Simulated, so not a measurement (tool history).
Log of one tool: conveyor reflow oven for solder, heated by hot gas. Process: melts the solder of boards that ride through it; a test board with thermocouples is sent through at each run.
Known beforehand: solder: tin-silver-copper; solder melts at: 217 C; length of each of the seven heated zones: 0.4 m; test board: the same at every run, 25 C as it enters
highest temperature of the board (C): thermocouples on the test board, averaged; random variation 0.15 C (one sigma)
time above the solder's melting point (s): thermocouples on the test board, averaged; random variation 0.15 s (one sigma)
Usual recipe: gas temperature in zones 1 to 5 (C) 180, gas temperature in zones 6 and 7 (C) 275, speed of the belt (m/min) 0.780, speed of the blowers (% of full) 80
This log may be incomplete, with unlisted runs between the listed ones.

run,hour,gas temperature in zones 1 to 5 (C),gas temperature in zones 6 and 7 (C),speed of the belt (m/min),speed of the blowers (% of full),highest temperature of the board (C),time above the solder's melting point (s)
1,0.0,180,275,0.780,80,264.6,54.3
2,14.1,180,275,0.885,80,261.4,46.2
3,28.5,180,275,0.885,80,261.1,46.5
4,42.4,180,275,0.780,80,264.9,54.2
5,51.2,180,275,0.670,80,268.3,65.3
6,60.3,180,275,0.670,80,268.5,65.3
7,80.9,180,275,0.670,80,268.7,65.3
8,90.1,180,275,0.670,80,268.5,65.5
9,99.3,180,275,0.780,80,264.5,54.0
10,119.8,180,275,0.780,80,264.5,54.4
11,133.9,180,275,0.780,80,264.4,54.4
12,152.2,180,275,0.780,80,264.6,54.6
13,170.2,180,275,0.780,80,264.7,54.2
14,185.4,180,275,0.780,80,264.3,54.2
15,203.3,175,275,0.780,80,263.6,52.5
16,222.9,180,271,0.780,80,260.7,52.6
17,235.0,180,275,0.642,80,269.2,68.6
18,251.4,180,275,0.697,58,262.6,60.0
19,266.0,180,275,0.697,58,262.7,59.8
20,275.8,180,275,0.785,57,258.5,50.6
21,291.3,180,272,0.780,70,259.2,52.0
22,308.4,180,272,0.780,70,259.3,51.8
23,317.1,171,272,0.780,89,261.6,50.9
24,328.0,175,289,0.652,54,275.5,68.4
25,347.8,180,288,0.780,80,275.6,58.6
26,368.9,184,275,0.939,80,258.1,43.3
27,387.0,180,273,0.780,80,262.1,53.3
28,399.8,180,273,0.780,80,261.9,53.5
29,410.5,181,284,0.780,80,271.7,57.5
30,426.7,182,280,0.789,56,262.3,52.8
31,444.4,182,280,0.789,56,262.3,52.7
32,465.8,180,275,0.663,80,267.9,66.3

Run by run, hidden condition taken away, random variation retained:
Hidden state present: heat that the gas passes to the board, % of a clean oven's; belt's true speed, % of the reading; true gas temperature in zones 6 and 7 over the reading, C; drift of the gauge itself on peak_c, C; drift of the gauge itself on liquid_s, %.
run,highest temperature of the board (C),time above the solder's melting point (s)
1,262.9,53.4
2,259.8,45.4
3,259.5,45.7
4,263.3,53.4
5,266.6,64.3
6,266.8,64.3
7,267.1,64.4
8,266.9,64.6
9,263.1,53.2
10,263.1,53.6
11,263.0,53.6
12,263.2,53.8
13,263.4,53.4
14,263.1,53.5
15,262.5,51.8
16,259.6,51.9
17,267.7,67.6
18,261.4,59.0
19,261.5,58.8
20,257.5,49.8
21,258.3,51.3
22,258.4,51.1
23,260.9,50.4
24,274.3,67.2
25,275.0,57.8
26,258.0,43.1
27,261.5,52.7
28,261.3,52.9
29,271.3,56.7
30,261.8,52.1
31,261.8,52.1
32,267.0,65.3
